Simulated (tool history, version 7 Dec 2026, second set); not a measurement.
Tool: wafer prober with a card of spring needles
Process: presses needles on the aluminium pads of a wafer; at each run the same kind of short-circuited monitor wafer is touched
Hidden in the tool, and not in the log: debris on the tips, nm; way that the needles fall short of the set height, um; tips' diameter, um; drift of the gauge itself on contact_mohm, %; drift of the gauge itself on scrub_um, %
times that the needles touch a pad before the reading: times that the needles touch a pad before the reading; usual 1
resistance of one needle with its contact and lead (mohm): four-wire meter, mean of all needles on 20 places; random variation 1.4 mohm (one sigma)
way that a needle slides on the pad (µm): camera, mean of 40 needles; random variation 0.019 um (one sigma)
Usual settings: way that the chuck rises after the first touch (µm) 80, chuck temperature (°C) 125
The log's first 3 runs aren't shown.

run   hour  way that the chuck rises after the first touch (µm)  chuck temperature (°C)  times that the needles touch a pad before the reading  touches since the tips were cleaned  cleanings since the card got new needles  touches since the first contact's height was set  resistance of one needle with its contact and lead (mohm)  way that a needle slides on the pad (µm)
      50.7  -- tips cleaned on abrasive film
  4   56.8                                                   80                     125                                                      1                                 3098                                        71                                            170899                                                        308                                      9.89
      63.4  -- tips cleaned on abrasive film
  5   68.4                                                   80                     125                                                      1                                 2587                                        72                                            176782                                                        310                                      9.88
      74.3  -- tips cleaned on abrasive film
      85.1  -- tips cleaned on abrasive film
  6     87                                                   80                     125                                                      1                                  963                                        74                                            186138                                                        299                                      9.85
      96.6  -- tips cleaned on abrasive film
  7   99.3                                                   80                     125                                                      1                                 1378                                        75                                            192332                                                        301                                      9.86
     107.6  -- tips cleaned on abrasive film
  8  113.8                                                   80                     125                                                      1                                 3168                                        76                                            199668                                                        306                                      9.84
     120.2  -- tips cleaned on abrasive film
     132.4  -- tips cleaned on abrasive film
  9  134.6                                                   80                     125                                                      1                                 1137                                        78                                            210191                                                        302                                      9.81
     143.2  -- tips cleaned on abrasive film
 10  152.5                                                   80                     125                                                      1                                 4756                                        79                                            219261                                                        311                                      9.81
     154.8  -- tips cleaned on abrasive film
     166.8  -- tips cleaned on abrasive film
 11  175.6                                                   80                      31                                                      1                                 4484                                        81                                            230883                                                        285                                      9.79
     179.3  -- tips cleaned on abrasive film
     191.3  -- tips cleaned on abrasive film
     196.1  -- height of the first contact set anew
 12  198.2                                                   80                      31                                                      1                                 3358                                        83                                              1101                                                        283                                      9.75
     203.2  -- tips cleaned on abrasive film
 13    212                                                   80                     125                                                      1                                 4478                                        84                                              8073                                                        309                                      9.74
     214.8  -- tips cleaned on abrasive film
     227.6  -- tips cleaned on abrasive film
 14  229.7                                                   80                     125                                                      1                                 1035                                        86                                             16956                                                        299                                      9.71
     238.8  -- tips cleaned on abrasive film
       251  -- tips cleaned on abrasive film
 15  254.4                                                   80                     125                                                      1                                 1731                                        88                                             29439                                                        304                                      9.69
     262.2  -- tips cleaned on abrasive film
 16  269.6                                                   80                     125                                                      1                                 3796                                        89                                             37170                                                        307                                      9.71
     274.6  -- tips cleaned on abrasive film
 17  283.9                                                   80                     125                                                      1                                 4700                                        90                                             44362                                                        311                                      9.68
     287.3  -- tips cleaned on abrasive film
     289.1  -- height of the first contact set anew, once more
     299.5  -- tips cleaned on abrasive film
 18  305.7                                                   80                      29                                                      1                                 3137                                        92                                              8360                                                        284                                     10.09
     311.2  -- tips cleaned on abrasive film
 19    319                                                   95                      29                                                      1                                 3987                                        93                                             15106                                                        278                                     12.01
     322.5  -- tips cleaned on abrasive film
     333.3  -- tips cleaned on abrasive film
 20  333.3                                                   80                     125                                                      1                                    0                                        95                                             22307                                                        296                                     10.05
     344.7  -- tips cleaned on abrasive film
 21  352.1                                                   80                     125                                                      1                                 3760                                        96                                             31812                                                        310                                     10.06
     356.7  -- tips cleaned on abrasive film
     368.2  -- tips cleaned on abrasive film
 22    374                                                   71                      33                                                      2                                 2933                                        98                                             42857                                                        279                                       8.9
     379.1  -- tips cleaned on abrasive film
 23  389.1                                                   64                      39                                                      2                                 5112                                        99                                             50523                                                        285                                      8.03
     390.8  -- tips cleaned on abrasive film
     402.7  -- tips cleaned on abrasive film
 24  410.4                                                   64                      39                                                      2                                 3904                                       101                                             61243                                                        285                                      7.99

Run 25 comes next. What will it give?
       414  -- tips cleaned on abrasive film
     425.2  -- tips cleaned on abrasive film
 25  430.7                                                   64                      39                                                      2                                 2810                                       103                                             71488                                                          ?                                         ?

Run 25 gave resistance of one needle with its contact and lead (mohm) 284, way that a needle slides on the pad (µm) 7.98.
Without the tool's hidden state the same run would have given resistance of one needle with its contact and lead (mohm) 271, way that a needle slides on the pad (µm) 8.07.
